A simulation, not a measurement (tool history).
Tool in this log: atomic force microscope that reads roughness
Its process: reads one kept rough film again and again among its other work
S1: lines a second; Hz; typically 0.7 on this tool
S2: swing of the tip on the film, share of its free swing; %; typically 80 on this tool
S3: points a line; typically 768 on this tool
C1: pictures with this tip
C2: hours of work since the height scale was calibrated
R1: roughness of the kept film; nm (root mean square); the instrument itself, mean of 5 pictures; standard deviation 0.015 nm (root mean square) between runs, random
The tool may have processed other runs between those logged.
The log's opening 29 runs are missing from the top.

run   hour     S1  S2   S3   C1   C2     R1
 30  222.1  2.265  65  767  218  116   3.02
 31    228  2.021  65  306  227  119  2.973
 32  237.5  2.021  65  306  242  123  2.969
     242.7  -- new tip fitted
 33  245.9    0.7  56  354    5  127  3.585
 34  251.5  0.665  56  976   14  129  3.559
 35  261.3  3.645  75  428   29  134  3.177
 36  267.1  3.645  75  428   38  136  3.156
 37  273.7  3.645  75  428   48  139  3.118
 38  282.2  1.102  57  289   61  143  3.427
 39  288.3  1.102  57  289   70  146  3.419
 40  297.4  1.531  57  930   84  150  3.379
 41  307.8   0.93  84  309  100  154  3.214

3 options for the next run, each taken on its own from the tool as it stands now. Forecast them:
  A  318.8    0.7  89  768  117  159   ?
  B  318.8  1.031  56  560  117  159   ?
  C  318.8  2.577  75  622  117  159   ?

run     R1
  A  3.198
  B  3.329
  C  3.062
The same runs, with their run-to-run variation unchanged, on a tool lacking any hidden condition would have given:
run     R1
  A  3.484
  B  3.626
  C  3.337
